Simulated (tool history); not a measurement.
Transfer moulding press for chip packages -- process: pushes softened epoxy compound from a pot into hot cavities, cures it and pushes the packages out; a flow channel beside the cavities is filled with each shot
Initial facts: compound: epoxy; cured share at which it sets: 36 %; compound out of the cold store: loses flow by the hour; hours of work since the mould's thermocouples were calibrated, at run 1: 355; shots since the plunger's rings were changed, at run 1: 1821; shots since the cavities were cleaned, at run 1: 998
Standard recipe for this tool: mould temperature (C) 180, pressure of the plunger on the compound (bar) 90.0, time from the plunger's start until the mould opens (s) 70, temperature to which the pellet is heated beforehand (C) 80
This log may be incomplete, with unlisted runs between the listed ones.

run,hour,mould temperature (C),pressure of the plunger on the compound (bar),time from the plunger's start until the mould opens (s),temperature to which the pellet is heated beforehand (C),hours of work since the mould's thermocouples were calibrated,shots since the plunger's rings were changed,shots since the cavities were cleaned,incoming compound's hours out of the cold store,length that the compound runs in the flow channel (mm),greatest force on the pins that push the packages out (N)
1,0.0,180,90.0,70,80,355,1821,998,25.8,750,1346
# hour 9.5: cavities cleaned with cleaning compound and waxed
2,16.6,180,90.0,70,80,364,2037,102,27.4,741,967
3,37.1,180,90.0,70,80,375,2332,397,13.2,791,1212
4,50.4,180,90.0,70,80,382,2523,588,32.2,718,1135
5,70.7,180,90.0,70,80,393,2815,880,11.9,788,1382
# hour 87.7: cavities cleaned with cleaning compound and waxed
6,93.8,180,96.0,70,80,404,3125,88,46.4,693,847
7,115.6,180,96.0,70,80,416,3438,401,43.0,695,1044
8,127.6,180,96.0,70,80,422,3610,573,32.7,728,1171
9,141.9,180,96.0,70,80,430,3816,779,40.7,708,1214
10,153.9,180,72.6,82,88,437,3988,951,9.9,703,939
# hour 166.8: cavities cleaned with cleaning compound and waxed
11,168.0,176,72.6,82,88,443,4169,18,11.8,706,832
12,195.8,176,72.6,82,88,458,4569,418,11.4,708,1057
# hour 213.1: plunger's sealing rings changed
13,224.4,180,90.0,70,71,472,163,792,17.2,790,1343

Each row is a separate what-if for the run after 13, all from the same tool condition, not one after another. Results?
# hour 247.9: cavities cleaned with cleaning compound and waxed
A,252.4,180,75.5,70,84,487,543,64,8.6,?,?
# hour 247.9: cavities cleaned with cleaning compound and waxed
B,252.4,180,90.0,70,77,487,543,64,45.3,?,?
# hour 247.9: cavities cleaned with cleaning compound and waxed
C,252.4,177,73.0,60,80,487,543,64,25.6,?,?

run,length that the compound runs in the flow channel (mm),greatest force on the pins that push the packages out (N)
A,750,945
B,697,820
C,692,1621
Stripped of hidden state, with their random variation kept, the same runs would have yielded:
run,length that the compound runs in the flow channel (mm),greatest force on the pins that push the packages out (N)
A,757,926
B,703,799
C,698,1560

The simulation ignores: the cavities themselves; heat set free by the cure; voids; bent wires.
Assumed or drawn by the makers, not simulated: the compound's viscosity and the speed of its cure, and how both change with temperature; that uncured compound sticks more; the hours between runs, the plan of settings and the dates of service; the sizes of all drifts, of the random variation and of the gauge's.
